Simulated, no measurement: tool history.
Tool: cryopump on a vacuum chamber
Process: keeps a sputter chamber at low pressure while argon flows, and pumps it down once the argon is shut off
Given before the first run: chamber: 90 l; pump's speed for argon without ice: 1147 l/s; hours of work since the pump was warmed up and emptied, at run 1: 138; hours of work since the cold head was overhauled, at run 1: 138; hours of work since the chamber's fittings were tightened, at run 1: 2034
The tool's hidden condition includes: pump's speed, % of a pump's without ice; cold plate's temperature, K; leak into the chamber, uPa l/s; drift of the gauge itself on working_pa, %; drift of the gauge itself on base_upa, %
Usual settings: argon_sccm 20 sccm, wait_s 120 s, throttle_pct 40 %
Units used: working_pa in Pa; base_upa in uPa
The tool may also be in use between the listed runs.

run	hour	argon_sccm	wait_s	throttle_pct	hours of work since the pump was warmed up and emptied	hours of work since the cold head was overhauled	hours of work since the chamber's fittings were tightened	working_pa	base_upa
1	0.0	20	120	40	138	138	2034	0.0752	2.05
2	16.6	20	120	19	147	147	2043	0.1569	2.05
3	33.7	20	120	19	156	156	2052	0.1565	2.11
4	50.9	20	120	33	165	165	2061	0.0906	2.09
5	76.1	20	120	40	179	179	2075	0.0750	2.12
6	90.7	20	47	40	186	186	2082	0.0751	3.75
7	105.1	20	47	40	194	194	2090	0.0751	3.79
8	129.8	19	241	23	207	207	2103	0.1249	1.61
9	152.9	20	120	52	220	220	2116	0.0573	2.13
10	175.3	9	120	52	231	231	2127	0.0263	2.18
11	193.1	9	76	22	241	241	2137	0.0611	2.77

Branching from run 11: 3 alternative next runs. What would each branch give?
A	207.6	19	21	26	249	249	2145	?	?
B	207.6	15	21	22	249	249	2145	?	?
C	207.6	27	160	22	249	249	2145	?	?

run	working_pa	base_upa
A	0.1090	7.10
B	0.1029	7.08
C	0.1850	1.88
Without the tool's unlogged condition, the same runs would have read:
run	working_pa	base_upa
A	0.1072	6.24
B	0.1014	6.23
C	0.1823	1.03
